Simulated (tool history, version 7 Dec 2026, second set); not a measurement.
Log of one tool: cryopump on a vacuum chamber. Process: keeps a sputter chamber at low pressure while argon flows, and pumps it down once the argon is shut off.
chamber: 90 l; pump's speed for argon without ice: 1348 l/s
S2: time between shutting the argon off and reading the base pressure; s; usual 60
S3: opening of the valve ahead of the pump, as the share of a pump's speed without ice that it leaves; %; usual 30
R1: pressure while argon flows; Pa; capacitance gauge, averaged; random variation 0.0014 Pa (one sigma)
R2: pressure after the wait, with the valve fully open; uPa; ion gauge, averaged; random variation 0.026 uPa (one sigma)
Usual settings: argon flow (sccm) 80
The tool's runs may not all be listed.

run 1 hour=0 | argon_flow_(sccm)=80 S2=60 S3=30 | R1=0.3394 R2=1.34
run 2 hour=19.2 | argon_flow_(sccm)=48 S2=60 S3=30 | R1=0.205 R2=1.32
run 3 hour=33.6 | argon_flow_(sccm)=80 S2=60 S3=30 | R1=0.3416 R2=1.29
run 4 hour=49.5 | argon_flow_(sccm)=80 S2=60 S3=30 | R1=0.3448 R2=1.36
run 5 hour=64.1 | argon_flow_(sccm)=80 S2=60 S3=30 | R1=0.3417 R2=1.33
run 6 hour=79.3 | argon_flow_(sccm)=80 S2=60 S3=30 | R1=0.3422 R2=1.35
run 7 hour=90.1 | argon_flow_(sccm)=80 S2=60 S3=30 | R1=0.3413 R2=1.38
run 8 hour=100.7 | argon_flow_(sccm)=80 S2=60 S3=30 | R1=0.3421 R2=1.39
run 9 hour=114.2 | argon_flow_(sccm)=80 S2=60 S3=16 | R1=0.6382 R2=1.36
run 10 hour=122.7 | argon_flow_(sccm)=80 S2=60 S3=30 | R1=0.3457 R2=1.36
run 11 hour=139.7 | argon_flow_(sccm)=80 S2=60 S3=30 | R1=0.3428 R2=1.39
run 12 hour=150.8 | argon_flow_(sccm)=80 S2=60 S3=30 | R1=0.3464 R2=1.37
run 13 hour=169 | argon_flow_(sccm)=80 S2=60 S3=30 | R1=0.3442 R2=1.38
run 14 hour=180.3 | argon_flow_(sccm)=80 S2=60 S3=30 | R1=0.3479 R2=1.38
run 15 hour=194.7 | argon_flow_(sccm)=80 S2=60 S3=30 | R1=0.343 R2=1.41
run 16 hour=204.4 | argon_flow_(sccm)=80 S2=60 S3=30 | R1=0.3427 R2=1.4
run 17 hour=219.1 | argon_flow_(sccm)=80 S2=60 S3=30 | R1=0.3462 R2=1.44
run 18 hour=235 | argon_flow_(sccm)=102 S2=79 S3=16 | R1=0.8119 R2=1.23
run 19 hour=243.5 | argon_flow_(sccm)=102 S2=105 S3=16 | R1=0.8183 R2=1.01
run 20 hour=252.1 | argon_flow_(sccm)=102 S2=105 S3=16 | R1=0.819 R2=1
run 21 hour=268.3 | argon_flow_(sccm)=44 S2=54 S3=33 | R1=0.1728 R2=1.54
run 22 hour=280.9 | argon_flow_(sccm)=44 S2=54 S3=33 | R1=0.1725 R2=1.53
run 23 hour=294.5 | argon_flow_(sccm)=80 S2=60 S3=51 | R1=0.2074 R2=1.38
run 24 hour=310 | argon_flow_(sccm)=64 S2=123 S3=21 | R1=0.3948 R2=0.96
run 25 hour=319 | argon_flow_(sccm)=45 S2=104 S3=23 | R1=0.2546 R2=1.02
run 26 hour=338.6 | argon_flow_(sccm)=45 S2=104 S3=23 | R1=0.2532 R2=0.98
run 27 hour=348.3 | argon_flow_(sccm)=38 S2=89 S3=56 | R1=0.0919 R2=1.1
run 28 hour=360.1 | argon_flow_(sccm)=80 S2=34 S3=40 | R1=0.2656 R2=2.19
run 29 hour=369.1 | argon_flow_(sccm)=145 S2=175 S3=60 | R1=0.3272 R2=0.81
run 30 hour=387.6 | argon_flow_(sccm)=80 S2=33 S3=30 | R1=0.3491 R2=2.27
run 31 hour=407.2 | argon_flow_(sccm)=80 S2=60 S3=29 | R1=0.3593 R2=1.46
run 32 hour=424.2 | argon_flow_(sccm)=80 S2=60 S3=29 | R1=0.3605 R2=1.51
run 33 hour=434.8 | argon_flow_(sccm)=80 S2=60 S3=29 | R1=0.3635 R2=1.48
run 34 hour=450.6 | argon_flow_(sccm)=80 S2=60 S3=29 | R1=0.3591 R2=1.49

Hidden state or all else? Some run-to-run changes of R1, split into what the settings, what came in and random variation would give without the hidden state, and what is left for the hidden state (with any gauge scatter that isn't in both results):
The hidden state here: pump's speed, % of a pump's without ice; cold plate's temperature, K; leak into the chamber, uPa l/s; drift of the gauge itself on working_pa, %; drift of the gauge itself on base_upa, %.
Run 8 -> 9: S3 30 -> 16. R1 +0.2961 Pa: hidden state +0.0003, all else +0.2958.
Run 17 -> 18: argon flow (sccm) 80 -> 102, S2 60 -> 79, S3 30 -> 16. R1 +0.4657 Pa: hidden state +0.0034, all else +0.4623.
Run 20 -> 21: argon flow (sccm) 102 -> 44, S2 105 -> 54, S3 16 -> 33. R1 -0.6462 Pa: hidden state -0.0087, all else -0.6375.
Run 28 -> 29: argon flow (sccm) 80 -> 145, S2 34 -> 175, S3 40 -> 60. R1 +0.0616 Pa: hidden state +0.0119, all else +0.0497.
Run 29 -> 30: argon flow (sccm) 145 -> 80, S2 175 -> 33, S3 60 -> 30. R1 +0.0219 Pa: hidden state -0.0112, all else +0.0331.
